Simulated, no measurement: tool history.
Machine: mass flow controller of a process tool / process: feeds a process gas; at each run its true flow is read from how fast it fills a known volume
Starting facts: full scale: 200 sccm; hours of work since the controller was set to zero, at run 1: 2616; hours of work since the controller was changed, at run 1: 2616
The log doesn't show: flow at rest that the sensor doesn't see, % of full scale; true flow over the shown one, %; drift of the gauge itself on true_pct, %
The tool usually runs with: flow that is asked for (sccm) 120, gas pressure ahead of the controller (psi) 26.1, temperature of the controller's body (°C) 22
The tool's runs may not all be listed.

run    hour  flow that is asked for (sccm)  gas pressure ahead of the controller (psi)  temperature of the controller's body (°C)  hours of work since the controller was set to zero  hours of work since the controller was changed  true flow (%)
  1     0.0                            120                                        26.1                                         22                                                2616                                            2616          98.88
  2   124.7                            120                                        26.1                                         22                                                2710                                            2710          98.88
  3   224.1                            120                                        26.1                                         22                                                2786                                            2786          98.91
  4   389.1                            120                                        33.8                                         22                                                2911                                            2911          98.40
  5   505.9                            120                                        33.8                                         22                                                2999                                            2999          98.38
  6   663.4                            120                                        33.8                                         22                                                3119                                            3119          98.38
  7   797.8                            120                                        33.8                                         22                                                3221                                            3221          98.41
  8   920.9                            120                                        33.8                                         22                                                3314                                            3314          98.22
  9  1009.0                            120                                        33.8                                         22                                                3381                                            3381          98.32
 10  1151.9                             35                                        33.8                                         22                                                3489                                            3489          96.13
 11  1253.3                             35                                        33.8                                         22                                                3566                                            3566          95.97
 12  1436.6                             35                                        33.8                                         22                                                3705                                            3705          96.01
 13  1550.7                             35                                        33.8                                         22                                                3792                                            3792          95.99
 14  1692.7                             35                                        33.8                                         22                                                3899                                            3899          95.95
 15  1815.5                             27                                        26.1                                         22                                                3993                                            3993          95.56
 16  1910.8                             27                                        37.4                                         22                                                4065                                            4065          94.95
 17  2059.0                             27                                        37.4                                         22                                                4177                                            4177          94.91
 18  2152.9                             42                                        26.1                                         22                                                4248                                            4248          96.27
 19  2242.1                             42                                        26.1                                         22                                                4316                                            4316          96.48
 20  2410.7                             42                                        26.1                                         22                                                4444                                            4444          96.26
 21  2577.6                            120                                        26.1                                         28                                                4571                                            4571          97.82
 22  2674.1                            120                                        26.1                                         28                                                4644                                            4644          97.80
 23  2770.3                            120                                        26.1                                         28                                                4717                                            4717          97.85
 24  2949.0                            120                                        23.4                                         38                                                4852                                            4852          96.94
     2958.1  -- controller's zero set anew
 25  3051.5                            120                                        23.4                                         38                                                  71                                            4930          96.72
 26  3153.5                            120                                        22.3                                         22                                                 148                                            5007          98.33
 27  3270.6                             90                                        26.1                                         22                                                 237                                            5096          97.56
 28  3418.8                            120                                        26.1                                         28                                                 349                                            5208          97.58
     3427.4  -- controller's zero set anew, once more
 29  3499.8                            120                                        26.1                                         28                                                  55                                            5269          98.34
 30  3601.2                            120                                        26.1                                         28                                                 132                                            5346          98.38
 31  3708.2                            120                                        26.1                                         28                                                 213                                            5427          98.34
 32  3806.7                            120                                        23.4                                         34                                                 288                                            5502          97.90
 33  3968.3                            120                                        20.7                                         23                                                 410                                            5624          98.99
 34  4084.3                            120                                        22.6                                         25                                                 498                                            5712          98.59
 35  4188.0                            144                                        24.1                                         23                                                 577                                            5791          99.23
 36  4285.4                            144                                        24.1                                         23                                                 651                                            5865          99.11
 37  4453.3                            144                                        24.1                                         23                                                 778                                            5992          98.99
 38  4570.0                            144                                        24.1                                         23                                                 867                                            6081          99.08
 39  4713.2                             57                                        26.1                                         33                                                 975                                            6189          96.54
 40  4890.3                             98                                        26.8                                         29                                                1109                                            6324          97.55
 41  5051.8                             98                                        26.8                                         29                                                1232                                            6446          97.57
 42  5137.2                             64                                        31.3                                         28                                                1297                                            6511          96.85
 43  5227.5                             64                                        31.3                                         28                                                1365                                            6579          96.87
 44  5315.4                            120                                        35.4                                         36                                                1432                                            6646          96.71

Below are 5 alternative next runs, each starting from the tool's condition after run 44. Predict each:
  A  5411.0                             79                                        40.0                                         21                                                1504                                            6718              ?
  B  5411.0                            120                                        28.7                                         37                                                1504                                            6718              ?
  C  5411.0                            113                                        22.0                                         22                                                1504                                            6718              ?
  D  5411.0                             42                                        26.1                                         22                                                1504                                            6718              ?
  E  5411.0                             26                                        25.5                                         23                                                1504                                            6718              ?

run  true flow (%)
  A          97.36
  B          96.98
  C          98.67
  D          97.20
  E          96.49
Take away the tool's hidden state, keep each run's random variation, and the runs would have read:
run  true flow (%)
  A          98.28
  B          97.79
  C          99.49
  D          98.42
  E          98.10

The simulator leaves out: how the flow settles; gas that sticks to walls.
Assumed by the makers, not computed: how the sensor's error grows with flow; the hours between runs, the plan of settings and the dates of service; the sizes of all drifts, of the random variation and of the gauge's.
